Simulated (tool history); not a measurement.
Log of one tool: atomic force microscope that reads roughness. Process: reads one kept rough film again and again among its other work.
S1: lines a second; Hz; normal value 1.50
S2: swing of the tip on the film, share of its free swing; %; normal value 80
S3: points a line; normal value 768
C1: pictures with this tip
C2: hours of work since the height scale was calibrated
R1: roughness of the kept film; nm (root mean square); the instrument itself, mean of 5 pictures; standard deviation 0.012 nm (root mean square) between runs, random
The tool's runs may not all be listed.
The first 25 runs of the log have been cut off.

run	hour	S1	S2	S3	C1	C2	R1
26	349.7	0.51	73	715	143	395	2.962
# hour 354.0: new tip fitted
27	362.5	0.51	73	715	7	401	3.020
28	379.1	1.50	74	876	22	409	2.900
29	399.3	1.50	89	258	41	419	2.695
30	420.5	1.27	73	663	60	429	2.884
31	430.9	2.79	66	297	70	434	2.822
32	449.5	2.61	58	806	86	443	2.903
33	466.7	0.61	64	768	102	451	2.979
34	485.0	2.01	63	398	119	460	2.879
35	499.3	2.01	63	398	132	467	2.858
# hour 516.1: new tip fitted
36	519.1	0.66	88	876	3	476	2.917
37	532.8	1.21	69	348	15	483	2.943
38	552.3	1.21	74	550	33	492	2.918
39	566.5	1.21	68	365	46	499	2.949
40	583.7	2.83	80	768	62	507	2.603
41	599.6	0.54	74	768	76	515	2.970
42	619.4	2.24	74	318	94	525	2.759
43	631.5	2.24	74	318	105	530	2.717
44	650.4	0.53	63	516	122	540	2.972
45	668.9	0.53	63	516	139	548	2.964
# hour 677.8: new tip fitted
46	678.3	1.50	70	768	1	553	2.923
47	691.6	1.50	70	768	13	559	2.941
48	706.6	2.68	86	768	27	566	2.523
49	720.8	1.50	67	768	39	573	2.935

Forecast each of these 5 alternatives for the next run:
A	730.1	0.87	67	591	48	578	?
B	730.1	1.50	85	465	48	578	?
C	730.1	1.50	78	405	48	578	?
D	730.1	1.73	61	768	48	578	?
E	730.1	0.55	60	258	48	578	?

run	R1
A	2.974
B	2.712
C	2.829
D	2.970
E	3.027
With the hidden condition removed and each run's random variation left untouched, the same runs would have given:
run	R1
A	3.014
B	2.749
C	2.867
D	3.010
E	3.068

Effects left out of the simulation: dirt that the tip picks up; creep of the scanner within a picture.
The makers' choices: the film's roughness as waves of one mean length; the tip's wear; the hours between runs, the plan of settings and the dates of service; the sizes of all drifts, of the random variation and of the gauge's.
